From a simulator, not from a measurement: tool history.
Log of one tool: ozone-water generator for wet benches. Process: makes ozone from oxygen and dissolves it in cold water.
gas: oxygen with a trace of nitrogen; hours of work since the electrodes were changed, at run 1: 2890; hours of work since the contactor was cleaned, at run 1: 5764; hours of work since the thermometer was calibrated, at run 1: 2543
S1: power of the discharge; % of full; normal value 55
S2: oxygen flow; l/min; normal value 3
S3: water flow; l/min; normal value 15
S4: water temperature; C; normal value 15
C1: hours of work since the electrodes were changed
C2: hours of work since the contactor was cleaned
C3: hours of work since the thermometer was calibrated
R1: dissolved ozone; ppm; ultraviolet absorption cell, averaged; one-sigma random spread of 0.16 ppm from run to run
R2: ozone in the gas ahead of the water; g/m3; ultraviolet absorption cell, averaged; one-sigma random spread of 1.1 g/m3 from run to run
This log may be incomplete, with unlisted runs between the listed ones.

run 1 hour=0 | S1=55 S2=3 S3=15 S4=15 | C1=2890 C2=5764 C3=2543 | R1=19.8 R2=195.9
run 2 hour=81.3 | S1=55 S2=3 S3=15 S4=15 | C1=2942 C2=5816 C3=2595 | R1=20 R2=196.1
run 3 hour=177.9 | S1=55 S2=3 S3=23 S4=15 | C1=3003 C2=5877 C3=2656 | R1=13.4 R2=194.1
run 4 hour=229.3 | S1=55 S2=3 S3=18 S4=15 | C1=3036 C2=5910 C3=2689 | R1=16.9 R2=194.7
run 5 hour=305.4 | S1=55 S2=1.62 S3=18 S4=15 | C1=3084 C2=5958 C3=2737 | R1=12.8 R2=234
run 6 hour=355.1 | S1=55 S2=1.62 S3=18 S4=15 | C1=3116 C2=5990 C3=2769 | R1=12.8 R2=234.5
run 7 hour=462.5 | S1=55 S2=3 S3=15 S4=15 | C1=3184 C2=6058 C3=2837 | R1=19.9 R2=192.8
run 8 hour=570.3 | S1=55 S2=3 S3=15 S4=15 | C1=3253 C2=6127 C3=2906 | R1=20 R2=193.8
run 9 hour=670.8 | S1=67 S2=3 S3=15 S4=15 | C1=3317 C2=6191 C3=2970 | R1=23.2 R2=227
run 10 hour=763.7 | S1=67 S2=3 S3=15 S4=15 | C1=3376 C2=6250 C3=3029 | R1=23.5 R2=224.1
run 11 hour=814.8 | S1=67 S2=3 S3=15 S4=15 | C1=3408 C2=6282 C3=3061 | R1=22.9 R2=227.3
run 12 hour=929.4 | S1=67 S2=3 S3=15 S4=15 | C1=3481 C2=6355 C3=3134 | R1=23.1 R2=224.6
run 13 hour=1027.4 | S1=55 S2=3 S3=15 S4=15 | C1=3543 C2=6417 C3=3197 | R1=19.9 R2=193.7
run 14 hour=1085.3 | S1=55 S2=1.63 S3=15 S4=15 | C1=3580 C2=6454 C3=3233 | R1=15.5 R2=232.3
run 15 hour=1144.7 | S1=55 S2=3 S3=12 S4=15 | C1=3618 C2=6492 C3=3271 | R1=23.7 R2=193.9
run 16 hour=1233.8 | S1=44 S2=3 S3=15 S4=16 | C1=3675 C2=6549 C3=3328 | R1=16.4 R2=161.2
run 17 hour=1287 | S1=44 S2=3 S3=15 S4=16 | C1=3709 C2=6583 C3=3362 | R1=16.7 R2=162.2
run 18 hour=1340.8 | S1=44 S2=3 S3=15 S4=16 | C1=3743 C2=6617 C3=3396 | R1=16.7 R2=162.9
run 19 hour=1423.1 | S1=79 S2=3 S3=15 S4=12 | C1=3795 C2=6669 C3=3448 | R1=26.6 R2=254.1
run 20 hour=1507 | S1=55 S2=2.44 S3=13 S4=15 | C1=3849 C2=6723 C3=3502 | R1=20.8 R2=205
run 21 hour=1569.8 | S1=55 S2=2.31 S3=15 S4=12 | C1=3889 C2=6763 C3=3542 | R1=18.5 R2=206.5
run 22 hour=1681 | S1=55 S2=2.31 S3=15 S4=8 | C1=3959 C2=6833 C3=3612 | R1=18.9 R2=208.5
run 23 hour=1801 | S1=64 S2=2.2 S3=15 S4=15 | C1=4036 C2=6910 C3=3689 | R1=20.2 R2=235.7
run 24 hour=1868.3 | S1=64 S2=2.2 S3=16 S4=15 | C1=4078 C2=6952 C3=3732 | R1=18.8 R2=233.8
run 25 hour=1984.7 | S1=64 S2=2.2 S3=16 S4=15 | C1=4153 C2=7026 C3=3806 | R1=18.8 R2=234
run 26 hour=2044.1 | S1=64 S2=2.2 S3=15 S4=22 | C1=4190 C2=7064 C3=3843 | R1=18.5 R2=238
run 27 hour=2118.7 | S1=64 S2=2.2 S3=15 S4=22 | C1=4238 C2=7112 C3=3891 | R1=18.5 R2=235.1
run 28 hour=2236.7 | S1=64 S2=2.2 S3=15 S4=22 | C1=4313 C2=7187 C3=3966 | R1=18.3 R2=233.6
-- hour=2282.8 gauge calibrated
run 29 hour=2346.3 | S1=55 S2=2.24 S3=18 S4=15 | C1=4383 C2=7257 C3=4036 | R1=15 R2=213.9

A few steps of R2 between consecutive runs. Split each: what settings, incoming material and random variation would produce without the hidden state, and what is left over for the hidden state, along with gauge scatter present in only one of the two compared results (measured, and without hidden state):
Unlogged tool condition in this case: yield of the discharge, % of new electrodes'; contactor's efficiency, % of a clean one's; true water temperature over the reading, C; drift of the gauge itself on ozone_ppm, %; drift of the gauge itself on gas_g_m3, %.
Run 18 -> 19: S1 44 -> 79, S4 16 -> 12. R2 +91.2 g/m3: hidden state -2.1, all else +93.3.
Run 19 -> 20: S1 79 -> 55, S2 3 -> 2.44, S3 15 -> 13, S4 12 -> 15. R2 -49.1 g/m3: hidden state +0.8, all else -49.9.
Run 28 -> 29: S1 64 -> 55, S2 2.2 -> 2.24, S3 15 -> 18, S4 22 -> 15, gauge calibrated. R2 -19.7 g/m3: hidden state +6.8, all else -26.5.

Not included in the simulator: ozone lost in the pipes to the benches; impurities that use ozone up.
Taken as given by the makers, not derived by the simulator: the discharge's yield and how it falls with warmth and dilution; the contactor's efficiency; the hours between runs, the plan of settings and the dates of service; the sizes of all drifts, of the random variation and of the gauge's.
